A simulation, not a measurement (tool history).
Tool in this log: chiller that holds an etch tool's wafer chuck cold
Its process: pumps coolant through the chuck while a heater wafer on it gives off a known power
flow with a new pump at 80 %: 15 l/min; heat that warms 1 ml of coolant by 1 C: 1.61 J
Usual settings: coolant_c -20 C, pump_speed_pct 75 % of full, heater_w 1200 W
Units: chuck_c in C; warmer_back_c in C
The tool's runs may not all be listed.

run	day	coolant_c	pump_speed_pct	heater_w	chuck_c	warmer_back_c
1	0.000	-20	75	1200	-8.8	3.23
2	0.558	-20	75	702	-13.4	1.84
3	1.812	-20	75	1106	-9.9	2.97
4	2.679	-20	75	1106	-9.6	3.01
5	3.788	-30	75	1200	-18.8	3.27
6	4.825	-30	72	1200	-18.5	3.48
7	5.667	-30	72	1200	-18.5	3.42
8	6.625	-30	72	1200	-18.7	3.46
9	7.733	-17	79	1732	-1.5	4.49
10	8.588	-21	98	626	-16.4	1.40
11	9.550	-20	70	1200	-8.5	3.55

Predict each of these 5 candidate next runs independently; none follows another, all start after run 11:
A	10.704	-13	79	1338	?	?
B	10.704	-22	70	1200	?	?
C	10.704	-20	85	963	?	?
D	10.704	-20	64	1265	?	?
E	10.704	-16	75	1062	?	?

run	chuck_c	warmer_back_c
A	-1.2	3.55
B	-10.2	3.60
C	-11.9	2.38
D	-6.6	4.17
E	-6.2	3.03
Without the tool's hidden state the same runs would have given:
run	chuck_c	warmer_back_c
A	-1.2	3.39
B	-10.2	3.44
C	-11.9	2.22
D	-6.6	4.01
E	-6.2	2.87
